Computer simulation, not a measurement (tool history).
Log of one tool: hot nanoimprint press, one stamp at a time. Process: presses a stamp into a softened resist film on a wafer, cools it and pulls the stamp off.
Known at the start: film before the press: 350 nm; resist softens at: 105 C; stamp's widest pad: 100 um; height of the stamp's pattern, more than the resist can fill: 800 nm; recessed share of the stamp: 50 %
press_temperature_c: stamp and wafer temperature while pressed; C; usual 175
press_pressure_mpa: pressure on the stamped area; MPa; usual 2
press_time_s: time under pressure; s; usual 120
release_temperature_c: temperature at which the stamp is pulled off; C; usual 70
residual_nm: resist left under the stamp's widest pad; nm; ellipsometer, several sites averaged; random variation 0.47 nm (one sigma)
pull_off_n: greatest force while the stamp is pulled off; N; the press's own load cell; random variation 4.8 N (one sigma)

Run 1, hour 0.0: usual settings. Result: residual_nm 203.5 nm, pull_off_n 302 N.
Run 2, hour 25.9: usual settings. Result: residual_nm 203.7 nm, pull_off_n 323 N.
Run 3, hour 54.4: usual settings. Result: residual_nm 203.1 nm, pull_off_n 305 N.
At hour 95.0: stamp cleaned and given a new release coat.
Run 4, hour 108.7: usual settings. Result: residual_nm 203.7 nm, pull_off_n 233 N.
Run 5, hour 132.1: usual settings. Result: residual_nm 203.0 nm, pull_off_n 240 N.
Run 6, hour 170.3: usual settings but press_time_s 126 s. Result: residual_nm 199.3 nm, pull_off_n 245 N.
Run 7, hour 223.6: usual settings. Result: residual_nm 201.8 nm, pull_off_n 260 N.
Run 8, hour 254.8: usual settings. Result: residual_nm 202.6 nm, pull_off_n 269 N.
At hour 293.3: plate thermocouple calibrated.
Run 9, hour 296.9: usual settings. Result: residual_nm 211.7 nm, pull_off_n 274 N.

Forecast run 10:
Run 10, hour 328.8: usual settings. Result: residual_nm ?, pull_off_n ?.

{"run 10": {"residual_nm": 210.7, "pull_off_n": 287}}
Without the tool's hidden state the same run would have given residual_nm 208.9 nm, pull_off_n 237 N.
